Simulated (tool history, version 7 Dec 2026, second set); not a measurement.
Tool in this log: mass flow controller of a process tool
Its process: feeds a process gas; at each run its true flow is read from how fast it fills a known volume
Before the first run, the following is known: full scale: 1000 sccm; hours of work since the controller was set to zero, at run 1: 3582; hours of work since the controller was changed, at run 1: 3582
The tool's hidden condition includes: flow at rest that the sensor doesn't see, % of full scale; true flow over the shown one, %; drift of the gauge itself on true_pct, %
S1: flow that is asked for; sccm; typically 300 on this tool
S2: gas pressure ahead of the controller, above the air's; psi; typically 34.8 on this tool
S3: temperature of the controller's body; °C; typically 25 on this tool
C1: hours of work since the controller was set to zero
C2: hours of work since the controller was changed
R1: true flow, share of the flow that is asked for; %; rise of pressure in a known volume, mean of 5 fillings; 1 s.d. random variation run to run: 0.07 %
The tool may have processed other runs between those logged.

{"run": 1, "hour": 0.0, "S1": 300, "S2": 34.8, "S3": 25, "C1": 3582, "C2": 3582, "R1": 98.54}
{"run": 2, "hour": 104.3, "S1": 300, "S2": 34.8, "S3": 25, "C1": 3663, "C2": 3663, "R1": 98.56}
{"run": 3, "hour": 234.5, "S1": 300, "S2": 34.8, "S3": 25, "C1": 3766, "C2": 3766, "R1": 98.45}
{"run": 4, "hour": 372.0, "S1": 300, "S2": 34.8, "S3": 25, "C1": 3873, "C2": 3873, "R1": 98.43}
{"run": 5, "hour": 436.7, "S1": 300, "S2": 34.8, "S3": 32, "C1": 3924, "C2": 3924, "R1": 98.97}
{"run": 6, "hour": 512.7, "S1": 300, "S2": 34.8, "S3": 32, "C1": 3984, "C2": 3984, "R1": 99.14}
{"run": 7, "hour": 569.2, "S1": 300, "S2": 34.8, "S3": 32, "C1": 4028, "C2": 4028, "R1": 98.99}
{"run": 8, "hour": 644.8, "S1": 300, "S2": 34.8, "S3": 32, "C1": 4087, "C2": 4087, "R1": 98.98}
{"run": 9, "hour": 773.9, "S1": 300, "S2": 26.3, "S3": 25, "C1": 4189, "C2": 4189, "R1": 98.68}
{"run": 10, "hour": 865.3, "S1": 300, "S2": 26.3, "S3": 25, "C1": 4260, "C2": 4260, "R1": 98.49}
{"run": 11, "hour": 995.3, "S1": 300, "S2": 26.3, "S3": 25, "C1": 4362, "C2": 4362, "R1": 98.49}
{"run": 12, "hour": 1102.6, "S1": 887, "S2": 34.8, "S3": 25, "C1": 4447, "C2": 4447, "R1": 98.89}
{"run": 13, "hour": 1225.3, "S1": 887, "S2": 34.8, "S3": 25, "C1": 4543, "C2": 4543, "R1": 98.84}
{"run": 14, "hour": 1358.4, "S1": 300, "S2": 34.8, "S3": 29, "C1": 4647, "C2": 4647, "R1": 98.15}
{"run": 15, "hour": 1486.0, "S1": 238, "S2": 34.8, "S3": 25, "C1": 4747, "C2": 4747, "R1": 97.46}
{"run": 16, "hour": 1551.9, "S1": 238, "S2": 34.8, "S3": 25, "C1": 4799, "C2": 4799, "R1": 97.54}
{"run": 17, "hour": 1608.3, "S1": 238, "S2": 34.8, "S3": 25, "C1": 4843, "C2": 4843, "R1": 97.72}
{"run": 18, "hour": 1695.7, "S1": 238, "S2": 34.8, "S3": 25, "C1": 4912, "C2": 4912, "R1": 97.59}
{"run": 19, "hour": 1829.5, "S1": 238, "S2": 34.8, "S3": 25, "C1": 5017, "C2": 5017, "R1": 97.36}
{"run": 20, "hour": 1916.2, "S1": 238, "S2": 34.8, "S3": 25, "C1": 5085, "C2": 5085, "R1": 97.32}
{"run": 21, "hour": 2008.1, "S1": 238, "S2": 25.5, "S3": 25, "C1": 5157, "C2": 5157, "R1": 97.68}
{"run": 22, "hour": 2064.5, "S1": 238, "S2": 25.5, "S3": 25, "C1": 5201, "C2": 5201, "R1": 97.81}
{"run": 23, "hour": 2128.9, "S1": 300, "S2": 21.8, "S3": 25, "C1": 5252, "C2": 5252, "R1": 98.08}
{"run": 24, "hour": 2201.4, "S1": 300, "S2": 21.6, "S3": 25, "C1": 5309, "C2": 5309, "R1": 97.98}
{"run": 25, "hour": 2269.1, "S1": 300, "S2": 21.6, "S3": 25, "C1": 5362, "C2": 5362, "R1": 97.93}
{"run": 26, "hour": 2349.5, "S1": 374, "S2": 34.8, "S3": 29, "C1": 5425, "C2": 5425, "R1": 97.69}
{"run": 27, "hour": 2456.2, "S1": 156, "S2": 38.3, "S3": 33, "C1": 5509, "C2": 5509, "R1": 97.59}
{"run": 28, "hour": 2586.7, "S1": 300, "S2": 24.5, "S3": 25, "C1": 5611, "C2": 5611, "R1": 97.44}
{"run": 29, "hour": 2677.5, "S1": 365, "S2": 37.7, "S3": 20, "C1": 5682, "C2": 5682, "R1": 96.51}
{"run": 30, "hour": 2749.7, "S1": 365, "S2": 37.7, "S3": 20, "C1": 5739, "C2": 5739, "R1": 96.36}
{"run": 31, "hour": 2886.4, "S1": 365, "S2": 37.7, "S3": 20, "C1": 5846, "C2": 5846, "R1": 96.15}
{"run": 32, "hour": 3019.3, "S1": 365, "S2": 37.7, "S3": 20, "C1": 5951, "C2": 5951, "R1": 96.19}
{"run": 33, "hour": 3124.8, "S1": 343, "S2": 28.0, "S3": 25, "C1": 6033, "C2": 6033, "R1": 97.05}
{"run": 34, "hour": 3232.5, "S1": 343, "S2": 27.0, "S3": 22, "C1": 6118, "C2": 6118, "R1": 96.74}
{"run": 35, "hour": 3339.9, "S1": 343, "S2": 27.0, "S3": 22, "C1": 6202, "C2": 6202, "R1": 96.71}
{"hour": 3383.6, "done": "gauge calibrated"}
{"run": 36, "hour": 3401.5, "S1": 300, "S2": 20.5, "S3": 25, "C1": 6250, "C2": 6250, "R1": 99.39}
{"run": 37, "hour": 3488.4, "S1": 171, "S2": 20.5, "S3": 25, "C1": 6318, "C2": 6318, "R1": 99.15}
{"run": 38, "hour": 3546.6, "S1": 196, "S2": 28.4, "S3": 25, "C1": 6364, "C2": 6364, "R1": 98.74}
{"run": 39, "hour": 3662.1, "S1": 196, "S2": 23.9, "S3": 32, "C1": 6455, "C2": 6455, "R1": 99.61}
{"run": 40, "hour": 3739.1, "S1": 997, "S2": 23.9, "S3": 32, "C1": 6515, "C2": 6515, "R1": 100.72}
{"run": 41, "hour": 3833.3, "S1": 134, "S2": 23.9, "S3": 26, "C1": 6589, "C2": 6589, "R1": 98.68}
{"hour": 3949.2, "done": "controller's zero set anew"}
{"run": 42, "hour": 3955.0, "S1": 134, "S2": 29.2, "S3": 26, "C1": 5, "C2": 6684, "R1": 98.53}
{"run": 43, "hour": 4027.6, "S1": 778, "S2": 23.2, "S3": 25, "C1": 61, "C2": 6741, "R1": 99.65}
{"run": 44, "hour": 4122.2, "S1": 778, "S2": 23.2, "S3": 25, "C1": 136, "C2": 6815, "R1": 99.36}
{"run": 45, "hour": 4180.4, "S1": 778, "S2": 23.2, "S3": 25, "C1": 181, "C2": 6861, "R1": 99.52}
{"run": 46, "hour": 4311.0, "S1": 214, "S2": 37.0, "S3": 30, "C1": 284, "C2": 6964, "R1": 98.41}
{"run": 47, "hour": 4373.0, "S1": 460, "S2": 39.5, "S3": 27, "C1": 333, "C2": 7012, "R1": 98.13}
{"run": 48, "hour": 4455.3, "S1": 623, "S2": 40.6, "S3": 36, "C1": 397, "C2": 7077, "R1": 99.28}

Pick out some run-to-run changes in R1. Of each, how much would a tool without hidden state show as well, from the settings, what came in and chance, and how much is left for the hidden state and any gauge scatter not in both results compared?
Run 3 -> 4: nothing adjusted, nothing logged. R1 -0.02 %: hidden state -0.10, all else +0.08.
Run 35 -> 36: S1 343 -> 300, S2 27.0 -> 20.5, S3 22 -> 25, gauge calibrated. R1 +2.68 %: hidden state +2.14, all else +0.54.
Run 40 -> 41: S1 997 -> 134, S3 32 -> 26. R1 -2.04 %: hidden state -0.02, all else -2.02.
Run 41 -> 42: S2 23.9 -> 29.2, controller's zero set anew. R1 -0.15 %: hidden state -0.12, all else -0.03.
Run 47 -> 48: S1 460 -> 623, S2 39.5 -> 40.6, S3 27 -> 36. R1 +1.15 %: hidden state -0.06, all else +1.21.
